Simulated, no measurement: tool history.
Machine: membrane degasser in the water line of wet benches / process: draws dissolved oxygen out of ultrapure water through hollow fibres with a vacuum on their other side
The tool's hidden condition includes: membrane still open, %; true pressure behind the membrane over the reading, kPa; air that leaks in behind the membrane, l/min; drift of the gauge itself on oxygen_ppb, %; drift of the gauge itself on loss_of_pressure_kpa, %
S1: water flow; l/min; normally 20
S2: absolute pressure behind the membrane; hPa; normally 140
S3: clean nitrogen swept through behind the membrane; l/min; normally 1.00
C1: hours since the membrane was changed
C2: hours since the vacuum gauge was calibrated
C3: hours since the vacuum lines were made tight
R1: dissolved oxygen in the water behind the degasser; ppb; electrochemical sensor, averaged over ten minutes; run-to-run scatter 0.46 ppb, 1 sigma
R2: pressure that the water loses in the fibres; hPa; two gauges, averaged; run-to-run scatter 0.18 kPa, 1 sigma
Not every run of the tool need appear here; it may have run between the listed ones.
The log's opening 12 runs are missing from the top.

Run 13, hour 1347.6: usual settings but S1 16 l/min; C1 4383; C2 1876; C3 1564. Result: R1 380.0 ppb, R2 416.2 hPa.
Run 14, hour 1490.4: usual settings but S1 16 l/min; C1 4525; C2 2019; C3 1707. Result: R1 379.3 ppb, R2 414.7 hPa.
Run 15, hour 1633.4: usual settings but S1 16 l/min; C1 4668; C2 2162; C3 1850. Result: R1 379.6 ppb, R2 410.4 hPa.
Run 16, hour 1739.9: usual settings but S1 16 l/min; C1 4775; C2 2269; C3 1956. Result: R1 379.6 ppb, R2 414.1 hPa.
Run 17, hour 1841.0: usual settings but S1 16 l/min; C1 4876; C2 2370; C3 2057. Result: R1 379.6 ppb, R2 410.5 hPa.
Run 18, hour 1927.1: usual settings but S1 30 l/min; C1 4962; C2 2456; C3 2143. Result: R1 646.5 ppb, R2 770.4 hPa.
Run 19, hour 2022.1: usual settings but S2 129 hPa, S3 2.03 l/min; C1 5057; C2 2551; C3 2238. Result: R1 222.5 ppb, R2 516.6 hPa.
Run 20, hour 2105.7: usual settings but S1 29 l/min, S2 234 hPa; C1 5141; C2 2635; C3 2322. Result: R1 1104.4 ppb, R2 748.1 hPa.
Run 21, hour 2207.0: usual settings but S1 29 l/min, S2 234 hPa; C1 5242; C2 2736; C3 2423. Result: R1 1104.5 ppb, R2 745.8 hPa.
Run 22, hour 2319.4: usual settings but S1 15 l/min, S2 103 hPa, S3 1.29 l/min; C1 5354; C2 2848; C3 2536. Result: R1 190.0 ppb, R2 383.6 hPa.
Run 23, hour 2431.6: usual settings but S1 15 l/min, S2 103 hPa, S3 1.29 l/min; C1 5467; C2 2961; C3 2648. Result: R1 189.6 ppb, R2 384.4 hPa.
Run 24, hour 2581.5: usual settings but S2 116 hPa, S3 1.15 l/min; C1 5617; C2 3110; C3 2798. Result: R1 320.9 ppb, R2 515.3 hPa.
Run 25, hour 2753.3: usual settings but S1 21 l/min, S3 0.83 l/min; C1 5788; C2 3282; C3 2970. Result: R1 558.7 ppb, R2 538.3 hPa.
Run 26, hour 2902.0: usual settings but S1 21 l/min, S3 0.83 l/min; C1 5937; C2 3431; C3 3118. Result: R1 561.6 ppb, R2 535.4 hPa.
At hour 2944.0: vacuum gauge calibrated.
At hour 3010.2: gauge calibrated.
Run 27, hour 3024.4: usual settings but S1 21 l/min, S3 0.77 l/min; C1 6059; C2 80; C3 3240. Result: R1 595.0 ppb, R2 547.6 hPa.
Run 28, hour 3097.7: usual settings but S1 21 l/min, S3 1.11 l/min; C1 6132; C2 154; C3 3314. Result: R1 439.1 ppb, R2 550.7 hPa.
Run 29, hour 3244.8: usual settings but S1 21 l/min, S3 1.11 l/min; C1 6279; C2 301; C3 3461. Result: R1 439.3 ppb, R2 546.8 hPa.
Run 30, hour 3402.6: usual settings but S1 12 l/min, S2 100 hPa, S3 0.98 l/min; C1 6437; C2 459; C3 3618. Result: R1 190.9 ppb, R2 310.6 hPa.
Run 31, hour 3543.1: usual settings but S1 27 l/min, S2 226 hPa, S3 0.43 l/min; C1 6578; C2 599; C3 3759. Result: R1 1822.9 ppb, R2 702.3 hPa.
Run 32, hour 3617.1: usual settings but S1 18 l/min, S2 265 hPa; C1 6652; C2 673; C3 3833. Result: R1 858.1 ppb, R2 470.9 hPa.

Predict each of these 3 candidate next runs independently; none follows another, all start after run 32:
Run A, hour 3795.2: usual settings but S1 24 l/min, S2 265 hPa; C1 6830; C2 851; C3 4011. Result: R1 ?, R2 ?.
Run B, hour 3795.2: usual settings but S1 22 l/min, S2 265 hPa, S3 1.64 l/min; C1 6830; C2 851; C3 4011. Result: R1 ?, R2 ?.
Run C, hour 3795.2: usual settings but S2 134 hPa, S3 0.55 l/min; C1 6830; C2 851; C3 4011. Result: R1 ?, R2 ?.

run      R1     R2
  A  1081.0  620.6
  B   672.7  570.9
  C   706.8  520.1
Had the tool no hidden state, the same runs would have come out as:
run      R1     R2
  A  1080.9  623.7
  B   672.6  573.8
  C   706.7  522.6
